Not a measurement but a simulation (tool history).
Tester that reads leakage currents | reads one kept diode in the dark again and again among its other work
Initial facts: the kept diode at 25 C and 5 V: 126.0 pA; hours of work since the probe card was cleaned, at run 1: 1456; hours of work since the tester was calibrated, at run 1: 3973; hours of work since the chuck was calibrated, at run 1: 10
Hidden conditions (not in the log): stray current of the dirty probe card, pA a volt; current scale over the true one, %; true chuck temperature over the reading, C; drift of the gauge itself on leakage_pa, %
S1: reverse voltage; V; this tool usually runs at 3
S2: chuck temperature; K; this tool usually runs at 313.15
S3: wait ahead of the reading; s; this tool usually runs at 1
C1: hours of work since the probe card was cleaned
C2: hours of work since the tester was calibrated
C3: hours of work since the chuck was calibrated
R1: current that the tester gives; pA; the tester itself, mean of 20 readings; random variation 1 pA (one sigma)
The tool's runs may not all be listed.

{"run": 1, "hour": 0.0, "S1": 3, "S2": 313.15, "S3": 1, "C1": 1456, "C2": 3973, "C3": 10, "R1": 331.97}
{"run": 2, "hour": 231.1, "S1": 3, "S2": 313.15, "S3": 1, "C1": 1599, "C2": 4116, "C3": 154, "R1": 332.35}
{"run": 3, "hour": 497.0, "S1": 3, "S2": 313.15, "S3": 1.88, "C1": 1764, "C2": 4281, "C3": 319, "R1": 332.73}
{"hour": 552.3, "done": "tester calibrated"}
{"run": 4, "hour": 764.3, "S1": 3, "S2": 313.15, "S3": 0.33, "C1": 1928, "C2": 131, "C3": 483, "R1": 335.39}
{"run": 5, "hour": 962.7, "S1": 3, "S2": 313.15, "S3": 0.33, "C1": 2052, "C2": 255, "C3": 606, "R1": 333.59}
{"run": 6, "hour": 1086.9, "S1": 3, "S2": 313.15, "S3": 1, "C1": 2129, "C2": 332, "C3": 683, "R1": 332.98}
{"run": 7, "hour": 1258.9, "S1": 2.72, "S2": 313.15, "S3": 1, "C1": 2235, "C2": 438, "C3": 790, "R1": 317.56}
{"run": 8, "hour": 1426.7, "S1": 2.72, "S2": 313.15, "S3": 1, "C1": 2339, "C2": 542, "C3": 894, "R1": 318}
{"run": 9, "hour": 1611.6, "S1": 2.72, "S2": 313.15, "S3": 1, "C1": 2454, "C2": 657, "C3": 1009, "R1": 318.65}
{"run": 10, "hour": 1740.9, "S1": 2.72, "S2": 313.15, "S3": 1, "C1": 2534, "C2": 737, "C3": 1089, "R1": 317.05}
{"run": 11, "hour": 1933.6, "S1": 3, "S2": 313.15, "S3": 1, "C1": 2654, "C2": 857, "C3": 1208, "R1": 332.56}
{"run": 12, "hour": 2082.1, "S1": 17.35, "S2": 313.15, "S3": 1, "C1": 2746, "C2": 949, "C3": 1300, "R1": 724.64}

Run 13 comes next. What will it give?
{"run": 13, "hour": 2333.7, "S1": 17.35, "S2": 313.15, "S3": 1, "C1": 2902, "C2": 1105, "C3": 1456, "R1": "?"}

R1: 732.96 pA
Minus the tool's unlogged condition, the same run would have read R1 732.23 pA.
